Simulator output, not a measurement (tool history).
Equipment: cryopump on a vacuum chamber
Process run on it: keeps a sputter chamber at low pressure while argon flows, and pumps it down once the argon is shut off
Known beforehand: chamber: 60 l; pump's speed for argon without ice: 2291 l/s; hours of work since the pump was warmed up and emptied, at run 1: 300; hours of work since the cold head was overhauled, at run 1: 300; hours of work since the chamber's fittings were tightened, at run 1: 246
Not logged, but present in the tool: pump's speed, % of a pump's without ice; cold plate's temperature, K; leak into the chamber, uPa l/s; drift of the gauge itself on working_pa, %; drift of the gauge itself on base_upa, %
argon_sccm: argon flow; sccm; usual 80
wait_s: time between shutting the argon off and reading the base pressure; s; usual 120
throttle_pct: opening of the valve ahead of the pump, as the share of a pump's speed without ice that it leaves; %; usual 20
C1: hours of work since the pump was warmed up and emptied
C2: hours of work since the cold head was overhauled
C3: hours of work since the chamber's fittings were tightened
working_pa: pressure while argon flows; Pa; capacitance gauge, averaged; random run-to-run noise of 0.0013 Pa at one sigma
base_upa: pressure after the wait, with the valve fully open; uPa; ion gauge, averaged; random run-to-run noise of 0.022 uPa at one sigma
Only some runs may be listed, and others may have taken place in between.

{"run": 1, "hour": 0.0, "argon_sccm": 80, "wait_s": 120, "throttle_pct": 20, "C1": 300, "C2": 300, "C3": 246, "working_pa": 0.3011, "base_upa": 0.78}
{"run": 2, "hour": 44.1, "argon_sccm": 80, "wait_s": 120, "throttle_pct": 37, "C1": 327, "C2": 327, "C3": 273, "working_pa": 0.1673, "base_upa": 0.8}
{"run": 3, "hour": 72.5, "argon_sccm": 52, "wait_s": 120, "throttle_pct": 20, "C1": 345, "C2": 345, "C3": 291, "working_pa": 0.1965, "base_upa": 0.78}
{"run": 4, "hour": 101.0, "argon_sccm": 69, "wait_s": 120, "throttle_pct": 20, "C1": 363, "C2": 363, "C3": 309, "working_pa": 0.2611, "base_upa": 0.82}
{"run": 5, "hour": 149.4, "argon_sccm": 69, "wait_s": 120, "throttle_pct": 20, "C1": 393, "C2": 393, "C3": 339, "working_pa": 0.2611, "base_upa": 0.83}
{"run": 6, "hour": 188.9, "argon_sccm": 69, "wait_s": 120, "throttle_pct": 20, "C1": 418, "C2": 418, "C3": 364, "working_pa": 0.2618, "base_upa": 0.84}
{"run": 7, "hour": 237.4, "argon_sccm": 69, "wait_s": 120, "throttle_pct": 20, "C1": 448, "C2": 448, "C3": 394, "working_pa": 0.2617, "base_upa": 0.84}
{"run": 8, "hour": 293.7, "argon_sccm": 69, "wait_s": 120, "throttle_pct": 20, "C1": 484, "C2": 484, "C3": 430, "working_pa": 0.2641, "base_upa": 0.9}
{"run": 9, "hour": 351.4, "argon_sccm": 119, "wait_s": 114, "throttle_pct": 16, "C1": 520, "C2": 520, "C3": 466, "working_pa": 0.5645, "base_upa": 0.95}
{"run": 10, "hour": 413.0, "argon_sccm": 107, "wait_s": 120, "throttle_pct": 16, "C1": 558, "C2": 558, "C3": 504, "working_pa": 0.5096, "base_upa": 0.95}
{"run": 11, "hour": 456.3, "argon_sccm": 51, "wait_s": 285, "throttle_pct": 35, "C1": 586, "C2": 586, "C3": 531, "working_pa": 0.1153, "base_upa": 0.68}
{"run": 12, "hour": 518.1, "argon_sccm": 51, "wait_s": 285, "throttle_pct": 35, "C1": 624, "C2": 624, "C3": 570, "working_pa": 0.1167, "base_upa": 0.76}
{"run": 13, "hour": 569.1, "argon_sccm": 80, "wait_s": 21, "throttle_pct": 32, "C1": 656, "C2": 656, "C3": 602, "working_pa": 0.1987, "base_upa": 3.36}
{"run": 14, "hour": 626.2, "argon_sccm": 101, "wait_s": 36, "throttle_pct": 31, "C1": 692, "C2": 692, "C3": 638, "working_pa": 0.2595, "base_upa": 2.24}
{"run": 15, "hour": 681.5, "argon_sccm": 135, "wait_s": 36, "throttle_pct": 16, "C1": 727, "C2": 727, "C3": 673, "working_pa": 0.6512, "base_upa": 2.2}

Each row is a separate what-if for the run after 15, all from the same tool condition, not one after another. Results?
{"run": "A", "hour": 740.5, "argon_sccm": 135, "wait_s": 22, "throttle_pct": 22, "C1": 764, "C2": 764, "C3": 710, "working_pa": "?", "base_upa": "?"}
{"run": "B", "hour": 740.5, "argon_sccm": 45, "wait_s": 277, "throttle_pct": 24, "C1": 764, "C2": 764, "C3": 710, "working_pa": "?", "base_upa": "?"}
{"run": "C", "hour": 740.5, "argon_sccm": 80, "wait_s": 120, "throttle_pct": 22, "C1": 764, "C2": 764, "C3": 710, "working_pa": "?", "base_upa": "?"}
{"run": "D", "hour": 740.5, "argon_sccm": 116, "wait_s": 36, "throttle_pct": 32, "C1": 764, "C2": 764, "C3": 710, "working_pa": "?", "base_upa": "?"}
{"run": "E", "hour": 740.5, "argon_sccm": 41, "wait_s": 66, "throttle_pct": 28, "C1": 764, "C2": 764, "C3": 710, "working_pa": "?", "base_upa": "?"}

run=A working_pa=0.4833 base_upa=3.31
run=B working_pa=0.1480 base_upa=0.83
run=C working_pa=0.2870 base_upa=1.13
run=D working_pa=0.2921 base_upa=2.34
run=E working_pa=0.1187 base_upa=1.58
The same runs, with their run-to-run variation unchanged, on a tool lacking any hidden condition would have given:
run=A working_pa=0.4548 base_upa=2.78
run=B working_pa=0.1385 base_upa=0.31
run=C working_pa=0.2701 base_upa=0.61
run=D working_pa=0.2676 base_upa=1.80
run=E working_pa=0.1100 base_upa=1.05
